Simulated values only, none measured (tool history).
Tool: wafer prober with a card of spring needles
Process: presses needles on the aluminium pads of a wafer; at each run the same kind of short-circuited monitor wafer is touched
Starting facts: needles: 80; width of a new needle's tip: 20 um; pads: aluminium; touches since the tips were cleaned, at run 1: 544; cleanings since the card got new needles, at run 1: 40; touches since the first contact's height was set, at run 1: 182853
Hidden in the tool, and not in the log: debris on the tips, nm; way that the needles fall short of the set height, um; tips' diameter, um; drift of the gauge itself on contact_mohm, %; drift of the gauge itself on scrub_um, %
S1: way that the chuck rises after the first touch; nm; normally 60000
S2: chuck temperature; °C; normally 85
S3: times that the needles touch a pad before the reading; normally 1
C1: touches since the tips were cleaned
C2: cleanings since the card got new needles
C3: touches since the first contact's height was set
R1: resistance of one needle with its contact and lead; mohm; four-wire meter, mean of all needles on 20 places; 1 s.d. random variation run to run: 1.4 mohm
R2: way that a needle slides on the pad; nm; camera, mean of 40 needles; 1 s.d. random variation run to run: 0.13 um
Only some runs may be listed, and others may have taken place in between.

run,day,S1,S2,S3,C1,C2,C3,R1,R2
1,0.000,60000,85,1,544,40,182853,131,12640
# day 0.238: height of the first contact set anew
2,0.300,60000,85,1,3315,40,598,150,13330
# day 0.375: tips cleaned on abrasive film
3,0.750,60000,85,1,3596,41,4889,167,13490
# day 0.817: tips cleaned on abrasive film
4,1.200,41000,85,1,3686,42,9205,185,9130
# day 1.242: tips cleaned on abrasive film
5,1.546,40000,85,1,2921,43,12479,181,9040
# day 1.671: tips cleaned on abrasive film
6,1.792,40000,85,1,1155,44,14820,157,8810
# day 2.029: tips cleaned on abrasive film, once more
7,2.158,60000,85,2,1240,45,18306,126,13120
# day 2.450: tips cleaned on abrasive film
8,2.512,40000,85,1,604,46,21690,148,9080
# day 2.867: tips cleaned on abrasive film
9,2.867,40000,85,1,0,47,25070,136,8940
10,3.162,40000,112,3,2850,47,27920,152,8810
# day 3.279: tips cleaned on abrasive film
11,3.454,40000,38,1,1688,48,30705,161,8710
# day 3.704: tips cleaned on abrasive film
12,3.888,40000,38,1,1749,49,34815,164,8800
13,4.096,48000,107,3,3783,49,36849,148,10750

4 options for the next run, each taken on its own from the tool as it stands now. Forecast them:
# day 4.133: tips cleaned on abrasive film
A,4.312,60000,37,1,1701,50,38881,?,?
# day 4.133: tips cleaned on abrasive film
B,4.312,78000,57,1,1701,50,38881,?,?
# day 4.133: tips cleaned on abrasive film
C,4.312,53000,73,3,1701,50,38881,?,?
# day 4.133: tips cleaned on abrasive film
D,4.312,62000,59,3,1701,50,38881,?,?

run,R1,R2
A,138,13140
B,130,17120
C,131,11700
D,124,13880
Had the tool no hidden state, the same runs would have come out as:
run,R1,R2
A,117,13320
B,117,17290
C,122,11870
D,116,14060
